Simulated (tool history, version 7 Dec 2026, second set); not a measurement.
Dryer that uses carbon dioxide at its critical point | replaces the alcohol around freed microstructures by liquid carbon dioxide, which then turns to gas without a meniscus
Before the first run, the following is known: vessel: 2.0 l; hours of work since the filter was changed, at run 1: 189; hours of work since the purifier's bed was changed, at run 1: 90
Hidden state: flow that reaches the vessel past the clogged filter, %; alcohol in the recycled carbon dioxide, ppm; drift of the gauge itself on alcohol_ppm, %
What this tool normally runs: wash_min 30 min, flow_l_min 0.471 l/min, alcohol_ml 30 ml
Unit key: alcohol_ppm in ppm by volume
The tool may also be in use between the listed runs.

run,hour,wash_min,flow_l_min,alcohol_ml,hours of work since the filter was changed,hours of work since the purifier's bed was changed,alcohol_ppm
1,0.0,30,0.471,30,189,90,42
2,30.8,30,0.471,30,199,100,37
3,71.6,30,0.471,30,212,114,41
4,103.9,30,0.471,30,223,125,54
5,125.9,30,0.471,30,231,132,48
6,155.8,30,0.471,30,241,142,47
7,192.3,30,0.471,30,253,154,46
8,211.7,30,0.491,30,259,161,44
9,247.8,30,0.491,30,271,173,41
10,277.0,30,0.471,28,281,182,58
# hour 307.7: inlet filter changed
11,314.6,30,0.471,28,2,195,39
12,335.1,30,0.475,30,9,202,37
13,372.5,30,0.471,30,22,214,33
14,413.2,30,0.471,30,35,228,38
15,445.0,30,0.471,30,46,238,47
16,464.6,30,0.471,30,52,245,34
17,503.2,30,0.471,30,65,258,45
18,535.2,30,0.471,108,76,268,96
19,565.6,30,0.471,108,86,278,102
20,597.4,30,0.471,108,97,289,103
21,632.7,30,0.471,30,108,301,47
22,660.5,30,0.471,30,118,310,48
23,682.2,30,0.719,30,125,317,23
24,707.9,30,0.719,30,134,326,24
25,749.7,30,0.772,33,148,340,37
26,781.7,30,0.772,33,158,351,33
27,819.4,30,0.772,33,171,363,34
28,839.1,29,0.343,84,177,370,492
29,860.5,30,0.664,48,184,377,38
30,878.0,20,0.555,37,190,383,153
31,895.8,23,0.322,54,196,389,1033
32,934.3,30,0.471,47,209,401,74
33,976.2,30,0.471,47,223,415,76
34,1008.4,26,0.551,115,234,426,134
35,1034.4,42,0.471,29,242,435,41
36,1060.9,30,0.512,39,251,444,51
37,1100.3,30,0.401,25,264,457,100
38,1132.8,42,0.401,31,275,468,46
39,1174.2,43,0.304,24,289,481,83
# hour 1182.6: inlet filter changed
40,1216.1,43,0.304,24,11,495,65
41,1237.5,43,0.304,24,18,502,66
42,1258.7,43,0.304,24,25,509,68
43,1297.8,30,0.472,34,38,522,61
44,1329.7,30,0.472,34,49,533,61
45,1368.2,30,0.472,53,62,546,80
46,1398.6,30,0.472,53,72,556,79
47,1424.7,30,0.472,53,81,565,83

Measured result minus the same run's result without the hidden state. Both carry the same run-to-run variation, though not necessarily the same gauge scatter:
run,alcohol_ppm
1,+17
2,+17
3,+19
4,+21
5,+21
6,+22
7,+25
8,+22
9,+24
10,+27
11,+14
12,+15
13,+16
14,+18
15,+19
16,+20
17,+21
18,+29
19,+31
20,+33
21,+25
22,+26
23,+22
24,+24
25,+24
26,+25
27,+25
28,+126
29,+27
30,+58
31,+203
32,+43
33,+43
34,+67
35,+32
36,+40
37,+54
38,+36
39,+51
40,+35
41,+36
42,+37
43,+37
44,+38
45,+42
46,+44
47,+45
